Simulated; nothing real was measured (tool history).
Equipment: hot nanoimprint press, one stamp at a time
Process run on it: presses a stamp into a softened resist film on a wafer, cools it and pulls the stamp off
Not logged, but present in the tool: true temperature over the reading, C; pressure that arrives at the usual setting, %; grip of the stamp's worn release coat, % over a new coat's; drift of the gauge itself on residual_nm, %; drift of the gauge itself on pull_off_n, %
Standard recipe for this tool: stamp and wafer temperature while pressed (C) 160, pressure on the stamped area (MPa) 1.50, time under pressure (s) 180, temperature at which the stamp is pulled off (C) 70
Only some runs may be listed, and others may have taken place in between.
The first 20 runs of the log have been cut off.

run,hour,stamp and wafer temperature while pressed (C),pressure on the stamped area (MPa),time under pressure (s),temperature at which the stamp is pulled off (C),hours of work since the thermocouple was calibrated,imprints on the stamp's release coat,hours of work since the press's seals were changed,resist left under the stamp's widest pad (Å),greatest force while the stamp is pulled off (N)
21,179.1,168,1.51,99,68,462,220,368,3135,197
22,184.5,156,1.51,99,77,466,246,372,5287,185
23,193.7,156,1.51,99,77,473,292,380,5305,188
24,206.2,156,1.51,99,77,483,354,389,5293,187
25,216.0,155,1.50,180,59,491,403,397,4783,211
26,227.9,155,1.50,180,59,500,461,406,4756,214
27,236.3,160,1.50,143,76,506,503,413,4091,189
28,248.2,155,1.38,292,62,516,561,422,4240,205
29,254.9,160,1.35,180,70,521,595,427,3921,193
30,260.8,160,1.35,180,70,525,624,432,3936,190
31,269.1,160,1.35,180,70,532,665,438,3922,191

Branching from run 31: 3 alternative next runs. What would each branch give?
A,279.4,160,1.69,180,78,540,716,446,?,?
B,279.4,159,1.61,180,72,540,716,446,?,?
C,279.4,167,1.27,180,70,540,716,446,?,?

run,resist left under the stamp's widest pad (Å),greatest force while the stamp is pulled off (N)
A,3596,189
B,3862,199
C,2776,198
The same runs, with their run-to-run variation unchanged, on a tool lacking any hidden condition would have given:
run,resist left under the stamp's widest pad (Å),greatest force while the stamp is pulled off (N)
A,3543,187
B,3805,198
C,2735,196
